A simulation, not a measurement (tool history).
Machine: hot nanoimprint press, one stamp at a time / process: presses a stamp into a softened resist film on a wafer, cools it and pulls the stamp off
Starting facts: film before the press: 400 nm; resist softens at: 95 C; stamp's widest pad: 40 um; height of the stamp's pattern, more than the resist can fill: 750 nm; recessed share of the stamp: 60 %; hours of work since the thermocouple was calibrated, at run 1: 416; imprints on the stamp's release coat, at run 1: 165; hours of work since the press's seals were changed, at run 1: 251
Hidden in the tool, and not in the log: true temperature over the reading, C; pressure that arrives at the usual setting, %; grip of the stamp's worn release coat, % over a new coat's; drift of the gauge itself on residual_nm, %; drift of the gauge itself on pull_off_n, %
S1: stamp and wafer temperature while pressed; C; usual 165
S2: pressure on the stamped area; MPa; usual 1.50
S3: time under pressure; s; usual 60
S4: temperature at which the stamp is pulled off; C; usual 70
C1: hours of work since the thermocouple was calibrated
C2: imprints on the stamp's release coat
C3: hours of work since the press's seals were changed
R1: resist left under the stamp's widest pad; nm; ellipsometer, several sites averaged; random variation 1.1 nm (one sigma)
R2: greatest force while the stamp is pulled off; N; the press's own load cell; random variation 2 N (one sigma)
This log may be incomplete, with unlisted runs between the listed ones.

{"run": 1, "hour": 0.0, "S1": 165, "S2": 1.5, "S3": 60, "S4": 70, "C1": 416, "C2": 165, "C3": 251, "R1": 210.2, "R2": 120}
{"run": 2, "hour": 6.4, "S1": 165, "S2": 1.5, "S3": 60, "S4": 70, "C1": 420, "C2": 186, "C3": 255, "R1": 209.6, "R2": 120}
{"run": 3, "hour": 13.0, "S1": 165, "S2": 1.5, "S3": 60, "S4": 70, "C1": 423, "C2": 208, "C3": 259, "R1": 211.4, "R2": 121}
{"run": 4, "hour": 24.1, "S1": 165, "S2": 1.5, "S3": 60, "S4": 70, "C1": 430, "C2": 244, "C3": 265, "R1": 210.7, "R2": 118}
{"run": 5, "hour": 32.0, "S1": 165, "S2": 1.5, "S3": 60, "S4": 75, "C1": 434, "C2": 270, "C3": 270, "R1": 211.1, "R2": 110}
{"run": 6, "hour": 41.6, "S1": 165, "S2": 1.5, "S3": 60, "S4": 75, "C1": 440, "C2": 301, "C3": 275, "R1": 213.2, "R2": 108}
{"run": 7, "hour": 52.4, "S1": 165, "S2": 1.5, "S3": 60, "S4": 75, "C1": 446, "C2": 336, "C3": 281, "R1": 212.1, "R2": 109}
{"run": 8, "hour": 58.5, "S1": 165, "S2": 1.5, "S3": 60, "S4": 70, "C1": 449, "C2": 356, "C3": 285, "R1": 211.4, "R2": 119}
{"run": 9, "hour": 69.7, "S1": 165, "S2": 1.5, "S3": 60, "S4": 69, "C1": 456, "C2": 393, "C3": 291, "R1": 213.3, "R2": 123}
{"run": 10, "hour": 79.5, "S1": 165, "S2": 1.5, "S3": 60, "S4": 69, "C1": 462, "C2": 425, "C3": 297, "R1": 214.7, "R2": 121}
{"run": 11, "hour": 85.5, "S1": 174, "S2": 1.5, "S3": 60, "S4": 70, "C1": 465, "C2": 445, "C3": 300, "R1": 166.9, "R2": 120}
{"run": 12, "hour": 96.2, "S1": 174, "S2": 1.5, "S3": 60, "S4": 70, "C1": 471, "C2": 480, "C3": 306, "R1": 170.1, "R2": 119}
{"run": 13, "hour": 107.4, "S1": 174, "S2": 1.5, "S3": 60, "S4": 70, "C1": 478, "C2": 517, "C3": 313, "R1": 170.7, "R2": 120}
{"run": 14, "hour": 116.3, "S1": 174, "S2": 1.5, "S3": 60, "S4": 70, "C1": 483, "C2": 546, "C3": 318, "R1": 171.6, "R2": 117}
{"run": 15, "hour": 120.9, "S1": 165, "S2": 1.46, "S3": 60, "S4": 70, "C1": 485, "C2": 561, "C3": 321, "R1": 218.0, "R2": 117}
{"run": 16, "hour": 130.9, "S1": 177, "S2": 2.19, "S3": 60, "S4": 56, "C1": 491, "C2": 593, "C3": 326, "R1": 133.3, "R2": 152}
{"hour": 137.6, "done": "gauge calibrated"}
{"run": 17, "hour": 139.6, "S1": 169, "S2": 0.97, "S3": 45, "S4": 70, "C1": 496, "C2": 622, "C3": 331, "R1": 246.8, "R2": 121}
{"hour": 153.3, "done": "stamp cleaned and given a new release coat"}
{"run": 18, "hour": 156.5, "S1": 159, "S2": 2.19, "S3": 64, "S4": 75, "C1": 502, "C2": 10, "C3": 338, "R1": 209.4, "R2": 111}
{"run": 19, "hour": 163.7, "S1": 154, "S2": 1.93, "S3": 101, "S4": 70, "C1": 506, "C2": 34, "C3": 342, "R1": 216.3, "R2": 121}
{"run": 20, "hour": 173.4, "S1": 170, "S2": 2.09, "S3": 48, "S4": 55, "C1": 512, "C2": 66, "C3": 347, "R1": 177.1, "R2": 155}
{"run": 21, "hour": 180.8, "S1": 165, "S2": 1.63, "S3": 60, "S4": 72, "C1": 516, "C2": 90, "C3": 352, "R1": 206.2, "R2": 113}
{"run": 22, "hour": 188.9, "S1": 158, "S2": 1.5, "S3": 60, "S4": 78, "C1": 521, "C2": 117, "C3": 356, "R1": 254.0, "R2": 104}
{"run": 23, "hour": 197.4, "S1": 158, "S2": 1.5, "S3": 60, "S4": 78, "C1": 526, "C2": 144, "C3": 361, "R1": 253.7, "R2": 105}
{"run": 24, "hour": 205.7, "S1": 160, "S2": 2.24, "S3": 60, "S4": 67, "C1": 531, "C2": 171, "C3": 366, "R1": 209.3, "R2": 126}
{"run": 25, "hour": 215.0, "S1": 160, "S2": 2.24, "S3": 60, "S4": 67, "C1": 536, "C2": 202, "C3": 371, "R1": 210.2, "R2": 125}
{"run": 26, "hour": 220.8, "S1": 165, "S2": 1.07, "S3": 60, "S4": 74, "C1": 539, "C2": 221, "C3": 375, "R1": 240.9, "R2": 110}
{"run": 27, "hour": 225.4, "S1": 165, "S2": 1.07, "S3": 60, "S4": 74, "C1": 542, "C2": 236, "C3": 377, "R1": 244.0, "R2": 108}
{"run": 28, "hour": 230.5, "S1": 171, "S2": 1.5, "S3": 68, "S4": 69, "C1": 545, "C2": 252, "C3": 380, "R1": 176.0, "R2": 122}
{"run": 29, "hour": 236.3, "S1": 171, "S2": 1.5, "S3": 68, "S4": 69, "C1": 548, "C2": 271, "C3": 383, "R1": 173.8, "R2": 121}
{"run": 30, "hour": 242.2, "S1": 165, "S2": 1.27, "S3": 60, "S4": 63, "C1": 552, "C2": 291, "C3": 387, "R1": 225.6, "R2": 134}

Take each entry between the runs: how does the hidden state at the last listed run before it differ from the hidden state at the first listed run after it?
After run 16, before run 17: gauge calibrated (hour 137.6)
  grip of the stamp's worn release coat, % over a new coat's: 0.3 -> 0.4; drift of the gauge itself on residual_nm, %: 2.74 -> 0.04
  what was measured, less what the result would be without the hidden state, R1: +3.7 -> +0.4 nm
After run 17, before run 18: stamp cleaned and given a new release coat (hour 153.3)
  grip of the stamp's worn release coat, % over a new coat's: 0.4 -> 0; drift of the gauge itself on residual_nm, %: 0.04 -> 0.27
  what was measured, less what the result would be without the hidden state, R1: +0.4 -> +0.9 nm

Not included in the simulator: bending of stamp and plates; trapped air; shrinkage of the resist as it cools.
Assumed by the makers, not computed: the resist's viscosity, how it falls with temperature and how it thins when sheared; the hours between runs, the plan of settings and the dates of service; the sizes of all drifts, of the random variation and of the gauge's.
